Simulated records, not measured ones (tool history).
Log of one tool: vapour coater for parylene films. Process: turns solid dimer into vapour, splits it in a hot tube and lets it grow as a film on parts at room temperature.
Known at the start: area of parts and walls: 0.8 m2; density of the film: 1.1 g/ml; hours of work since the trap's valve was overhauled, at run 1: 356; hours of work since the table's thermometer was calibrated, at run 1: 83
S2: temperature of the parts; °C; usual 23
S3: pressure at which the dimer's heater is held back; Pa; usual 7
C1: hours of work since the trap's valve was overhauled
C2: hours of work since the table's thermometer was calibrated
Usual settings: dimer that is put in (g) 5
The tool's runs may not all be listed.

Run 1, hour 0: usual settings; C1 356; C2 83. Result: thickness of the film (nm) 2870.
Run 2, hour 12.1: usual settings; C1 362; C2 89. Result: thickness of the film (nm) 2860.
Run 3, hour 24: usual settings but S2 26 °C; C1 368; C2 95. Result: thickness of the film (nm) 2640.
Run 4, hour 39.3: usual settings but S2 26 °C; C1 376; C2 103. Result: thickness of the film (nm) 2680.
Run 5, hour 54.8: usual settings but S2 16 °C; C1 384; C2 111. Result: thickness of the film (nm) 3370.
Run 6, hour 67.7: usual settings but S2 16 °C; C1 390; C2 117. Result: thickness of the film (nm) 3330.
Run 7, hour 81.6: usual settings; C1 397; C2 124. Result: thickness of the film (nm) 2820.
Run 8, hour 96.7: usual settings but S3 3.96 Pa; C1 405; C2 132. Result: thickness of the film (nm) 3210.
At hour 102: trap's valve overhauled.
Run 9, hour 113.6: usual settings; C1 6; C2 138. Result: thickness of the film (nm) 2790.
At hour 131.9: trap's valve overhauled, once more.
Run 10, hour 131.9: usual settings; C1 0; C2 146. Result: thickness of the film (nm) 3040.
Run 11, hour 139.3: usual settings but dimer that is put in (g) 4; C1 4; C2 149. Result: thickness of the film (nm) 2420.
Run 12, hour 153.4: usual settings but dimer that is put in (g) 6, S3 4.68 Pa; C1 11; C2 157. Result: thickness of the film (nm) 3880.
Run 13, hour 160.6: usual settings but dimer that is put in (g) 6, S3 4.68 Pa; C1 15; C2 160. Result: thickness of the film (nm) 3900.
Run 14, hour 171.6: usual settings but dimer that is put in (g) 6; C1 20; C2 166. Result: thickness of the film (nm) 3590.
Run 15, hour 183: usual settings but dimer that is put in (g) 4; C1 26; C2 172. Result: thickness of the film (nm) 2450.
Run 16, hour 192.2: usual settings but dimer that is put in (g) 8, S2 32 °C; C1 30; C2 176. Result: thickness of the film (nm) 3890.

Forecast run 17:
Run 17, hour 200.7: usual settings but dimer that is put in (g) 8, S2 27 °C; C1 35; C2 181. Result: thickness of the film (nm) ?.

Run 17 gave thickness of the film (nm) 4330.
Without the tool's hidden state the same run would have given thickness of the film (nm) 4360.
